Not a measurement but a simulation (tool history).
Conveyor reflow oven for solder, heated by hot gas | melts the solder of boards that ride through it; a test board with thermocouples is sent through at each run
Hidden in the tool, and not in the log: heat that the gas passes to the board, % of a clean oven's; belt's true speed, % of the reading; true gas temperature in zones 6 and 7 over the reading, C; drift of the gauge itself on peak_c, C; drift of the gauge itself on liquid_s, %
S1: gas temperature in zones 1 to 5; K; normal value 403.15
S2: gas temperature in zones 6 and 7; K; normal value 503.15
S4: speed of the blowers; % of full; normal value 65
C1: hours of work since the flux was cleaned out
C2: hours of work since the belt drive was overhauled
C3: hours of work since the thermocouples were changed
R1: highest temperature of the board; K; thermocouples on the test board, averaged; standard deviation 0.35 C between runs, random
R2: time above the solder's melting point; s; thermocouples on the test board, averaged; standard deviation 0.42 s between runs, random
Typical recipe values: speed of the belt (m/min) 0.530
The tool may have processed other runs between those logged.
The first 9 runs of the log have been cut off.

Run 10, day 5.221: usual settings but speed of the belt (m/min) 0.562; C1 442; C2 428; C3 833. Result: R1 474.75 K, R2 36.5 s.
Run 11, day 5.812: usual settings but speed of the belt (m/min) 0.562; C1 449; C2 435; C3 840. Result: R1 474.65 K, R2 35.7 s.
Run 12, day 6.446: usual settings but speed of the belt (m/min) 0.562; C1 456; C2 442; C3 847. Result: R1 474.65 K, R2 35.8 s.
Run 13, day 7.071: usual settings but speed of the belt (m/min) 0.562; C1 463; C2 449; C3 854. Result: R1 474.95 K, R2 36.0 s.
Run 14, day 7.996: usual settings but speed of the belt (m/min) 0.562; C1 473; C2 459; C3 865. Result: R1 473.95 K, R2 35.3 s.
Run 15, day 8.908: usual settings but speed of the belt (m/min) 0.512; C1 484; C2 470; C3 875. Result: R1 477.75 K, R2 44.2 s.
At day 9.442: flux residue cleaned out of gas plates and filters.
Run 16, day 9.825: usual settings but S1 393.15 K, S2 497.15 K, speed of the belt (m/min) 0.424, S4 60 % of full; C1 4; C2 478; C3 883. Result: R1 479.75 K, R2 57.2 s.
Run 17, day 10.446: usual settings but S1 390.15 K, S2 502.15 K, speed of the belt (m/min) 0.580, S4 66 % of full; C1 11; C2 485; C3 890. Result: R1 475.35 K, R2 32.6 s.
Run 18, day 11.042: usual settings but S1 390.15 K, S2 502.15 K, speed of the belt (m/min) 0.580, S4 66 % of full; C1 18; C2 491; C3 896. Result: R1 474.55 K, R2 33.1 s.
Run 19, day 11.500: usual settings but speed of the belt (m/min) 0.452, S4 76 % of full; C1 23; C2 496; C3 902. Result: R1 489.05 K, R2 69.0 s.
Run 20, day 11.975: usual settings but speed of the belt (m/min) 0.452, S4 76 % of full; C1 28; C2 502; C3 907. Result: R1 489.25 K, R2 67.3 s.
Run 21, day 12.846: usual settings but S2 514.15 K, speed of the belt (m/min) 0.471; C1 38; C2 512; C3 917. Result: R1 494.65 K, R2 68.7 s.
Run 22, day 13.779: usual settings but S2 514.15 K, speed of the belt (m/min) 0.471; C1 49; C2 522; C3 927. Result: R1 494.85 K, R2 68.4 s.
Run 23, day 14.204: usual settings but speed of the belt (m/min) 0.524, S4 53 % of full; C1 54; C2 527; C3 932. Result: R1 476.55 K, R2 41.9 s.
Run 24, day 14.900: usual settings but S1 404.15 K, speed of the belt (m/min) 0.524, S4 56 % of full; C1 61; C2 535; C3 940. Result: R1 478.15 K, R2 43.8 s.
Run 25, day 15.833: usual settings but S1 408.15 K, speed of the belt (m/min) 0.473, S4 56 % of full; C1 72; C2 545; C3 950. Result: R1 482.75 K, R2 56.3 s.
Run 26, day 16.692: usual settings but S1 408.15 K, speed of the belt (m/min) 0.531, S4 83 % of full; C1 81; C2 555; C3 960. Result: R1 486.85 K, R2 56.5 s.
Run 27, day 17.642: usual settings but S1 414.15 K, S2 509.15 K; C1 92; C2 565; C3 970. Result: R1 488.05 K, R2 58.1 s.
Run 28, day 18.442: usual settings but S2 512.15 K, speed of the belt (m/min) 0.455; C1 101; C2 574; C3 979. Result: R1 493.25 K, R2 70.0 s.
Run 29, day 19.317: usual settings but S2 491.15 K, speed of the belt (m/min) 0.552; C1 111; C2 584; C3 989. Result: R1 469.35 K, R2 29.6 s.
Run 30, day 19.829: usual settings but S2 491.15 K, speed of the belt (m/min) 0.552; C1 117; C2 590; C3 995. Result: R1 468.85 K, R2 29.8 s.

Alternative continuations, all from the tool just after run 30; predict every row:
Run A, day 20.625: usual settings but S2 491.15 K, speed of the belt (m/min) 0.541, S4 59 % of full; C1 126; C2 599; C3 1004. Result: R1 ?, R2 ?.
Run B, day 20.625: usual settings but S1 388.15 K, speed of the belt (m/min) 0.461; C1 126; C2 599; C3 1004. Result: R1 ?, R2 ?.
Run C, day 20.625: usual settings but S2 508.15 K, speed of the belt (m/min) 0.487, S4 73 % of full; C1 126; C2 599; C3 1004. Result: R1 ?, R2 ?.
Run D, day 20.625: usual settings but S4 82 % of full; C1 126; C2 599; C3 1004. Result: R1 ?, R2 ?.

run      R1    R2
  A  467.25  27.3
  B  482.55  52.4
  C  489.75  62.4
  D  485.05  53.0
What these runs would have given with no unlogged condition in the tool:
run      R1    R2
  A  470.15  32.0
  B  485.75  55.6
  C  493.05  64.6
  D  488.45  55.6
